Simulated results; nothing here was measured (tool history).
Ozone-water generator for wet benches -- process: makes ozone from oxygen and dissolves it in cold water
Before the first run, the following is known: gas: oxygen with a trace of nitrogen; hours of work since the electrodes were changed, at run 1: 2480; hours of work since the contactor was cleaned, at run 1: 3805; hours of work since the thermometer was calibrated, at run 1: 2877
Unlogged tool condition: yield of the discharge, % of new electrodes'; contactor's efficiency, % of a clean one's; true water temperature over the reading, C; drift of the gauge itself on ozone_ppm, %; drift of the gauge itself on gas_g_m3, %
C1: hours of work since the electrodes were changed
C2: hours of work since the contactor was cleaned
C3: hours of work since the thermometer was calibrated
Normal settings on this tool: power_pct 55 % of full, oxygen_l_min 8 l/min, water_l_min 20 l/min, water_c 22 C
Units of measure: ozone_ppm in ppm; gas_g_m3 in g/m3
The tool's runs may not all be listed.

Run 1, hour 0: usual settings; C1 2480; C2 3805; C3 2877. Result: ozone_ppm 27 ppm, gas_g_m3 201.4 g/m3.
Run 2, hour 71.7: usual settings but power_pct 56 % of full; C1 2551; C2 3876; C3 2949. Result: ozone_ppm 27 ppm, gas_g_m3 203.9 g/m3.
Run 3, hour 133.9: usual settings but water_c 18 C; C1 2613; C2 3938; C3 3011. Result: ozone_ppm 28.7 ppm, gas_g_m3 201.6 g/m3.
Run 4, hour 177.4: usual settings but water_c 18 C; C1 2657; C2 3982; C3 3054. Result: ozone_ppm 28.6 ppm, gas_g_m3 200.2 g/m3.
Run 5, hour 229.6: usual settings but water_c 18 C; C1 2709; C2 4034; C3 3106. Result: ozone_ppm 28.7 ppm, gas_g_m3 202.3 g/m3.
Run 6, hour 317.9: usual settings but water_c 25 C; C1 2796; C2 4121; C3 3194. Result: ozone_ppm 25 ppm, gas_g_m3 199 g/m3.
Run 7, hour 384.2: usual settings but oxygen_l_min 8.45 l/min; C1 2863; C2 4188; C3 3260. Result: ozone_ppm 26.1 ppm, gas_g_m3 193 g/m3.
Run 8, hour 451.4: usual settings but power_pct 99 % of full; C1 2930; C2 4255; C3 3327. Result: ozone_ppm 39 ppm, gas_g_m3 297.6 g/m3.
Run 9, hour 506.1: usual settings; C1 2984; C2 4309; C3 3382. Result: ozone_ppm 26 ppm, gas_g_m3 198.3 g/m3.
Run 10, hour 548.8: usual settings; C1 3027; C2 4352; C3 3424. Result: ozone_ppm 26 ppm, gas_g_m3 198 g/m3.
Run 11, hour 645.4: usual settings but water_l_min 15 l/min; C1 3123; C2 4448; C3 3520. Result: ozone_ppm 31.4 ppm, gas_g_m3 199.7 g/m3.
Run 12, hour 721.5: usual settings but water_c 30 C; C1 3199; C2 4524; C3 3596. Result: ozone_ppm 22.2 ppm, gas_g_m3 197.9 g/m3.
Run 13, hour 771.6: usual settings but water_c 30 C; C1 3249; C2 4574; C3 3646. Result: ozone_ppm 22 ppm, gas_g_m3 196.7 g/m3.
Run 14, hour 813.2: usual settings but power_pct 50 % of full, oxygen_l_min 4.2 l/min; C1 3290; C2 4615; C3 3688. Result: ozone_ppm 27.1 ppm, gas_g_m3 284.5 g/m3.
Run 15, hour 896.3: usual settings but power_pct 73 % of full, water_l_min 28 l/min, water_c 18 C; C1 3373; C2 4698; C3 3771. Result: ozone_ppm 26 ppm, gas_g_m3 239.3 g/m3.
Run 16, hour 968.5: usual settings but power_pct 73 % of full, oxygen_l_min 4.59 l/min, water_l_min 19 l/min, water_c 18 C; C1 3445; C2 4770; C3 3843. Result: ozone_ppm 38.3 ppm, gas_g_m3 346.5 g/m3.
Run 17, hour 1035.1: usual settings but power_pct 64 % of full, oxygen_l_min 11.57 l/min, water_l_min 19 l/min, water_c 23 C; C1 3511; C2 4836; C3 3909. Result: ozone_ppm 25.5 ppm, gas_g_m3 170.1 g/m3.
Run 18, hour 1130.9: usual settings but power_pct 57 % of full, oxygen_l_min 7.3 l/min; C1 3607; C2 4932; C3 4004. Result: ozone_ppm 26.8 ppm, gas_g_m3 215 g/m3.
At hour 1135.8: water thermometer calibrated.
Run 19, hour 1188.3: usual settings but oxygen_l_min 4.17 l/min, water_l_min 15 l/min; C1 3664; C2 4989; C3 52. Result: ozone_ppm 35.7 ppm, gas_g_m3 302.8 g/m3.
At hour 1216.3: contactor cleaned.
Run 20, hour 1236.3: usual settings but power_pct 97 % of full, oxygen_l_min 4.45 l/min, water_l_min 28 l/min, water_c 15 C; C1 3708; C2 20; C3 96. Result: ozone_ppm 36.5 ppm, gas_g_m3 420 g/m3.
Run 21, hour 1286.5: usual settings but power_pct 66 % of full, oxygen_l_min 5.53 l/min, water_l_min 23 l/min, water_c 19 C; C1 3757; C2 70; C3 146. Result: ozone_ppm 31.5 ppm, gas_g_m3 277.7 g/m3.
Run 22, hour 1333.9: usual settings but oxygen_l_min 6.19 l/min, water_c 19 C; C1 3805; C2 117; C3 193. Result: ozone_ppm 30.6 ppm, gas_g_m3 229.6 g/m3.
Run 23, hour 1420.4: usual settings but water_l_min 21 l/min; C1 3891; C2 203; C3 280. Result: ozone_ppm 26.5 ppm, gas_g_m3 195.5 g/m3.
Run 24, hour 1476.5: usual settings but power_pct 49 % of full, oxygen_l_min 7.94 l/min, water_l_min 18 l/min; C1 3947; C2 259; C3 336. Result: ozone_ppm 26.7 ppm, gas_g_m3 181.1 g/m3.
Run 25, hour 1567.8: usual settings but power_pct 72 % of full, water_l_min 30 l/min, water_c 14 C; C1 4038; C2 350; C3 427. Result: ozone_ppm 27.5 ppm, gas_g_m3 231.2 g/m3.

5 ways to go on from here, each from the tool as it stands after run 25. What would each give?
Run A, hour 1620.1: usual settings but power_pct 65 % of full, water_l_min 18 l/min, water_c 14 C; C1 4090; C2 402; C3 479. Result: ozone_ppm ?, gas_g_m3 ?.
Run B, hour 1620.1: usual settings but power_pct 99 % of full, water_l_min 16 l/min, water_c 24 C; C1 4090; C2 402; C3 479. Result: ozone_ppm ?, gas_g_m3 ?.
Run C, hour 1620.1: usual settings but power_pct 85 % of full, oxygen_l_min 5.02 l/min; C1 4090; C2 402; C3 479. Result: ozone_ppm ?, gas_g_m3 ?.
Run D, hour 1620.1: usual settings but oxygen_l_min 8.17 l/min, water_l_min 29 l/min; C1 4090; C2 402; C3 479. Result: ozone_ppm ?, gas_g_m3 ?.
Run E, hour 1620.1: usual settings but power_pct 89 % of full, water_l_min 30 l/min, water_c 14 C; C1 4090; C2 402; C3 479. Result: ozone_ppm ?, gas_g_m3 ?.

run  ozone_ppm  gas_g_m3
  A       37.2     214.4
  B       43.3     278.6
  C       39.5     350.6
  D       20.8     190.1
  E       31.7     264.5
What these runs would have given with no unlogged condition in the tool:
run  ozone_ppm  gas_g_m3
  A       42.3     240.9
  B         51     324.4
  C       45.9       403
  D       23.4     210.7
  E         37     305.1
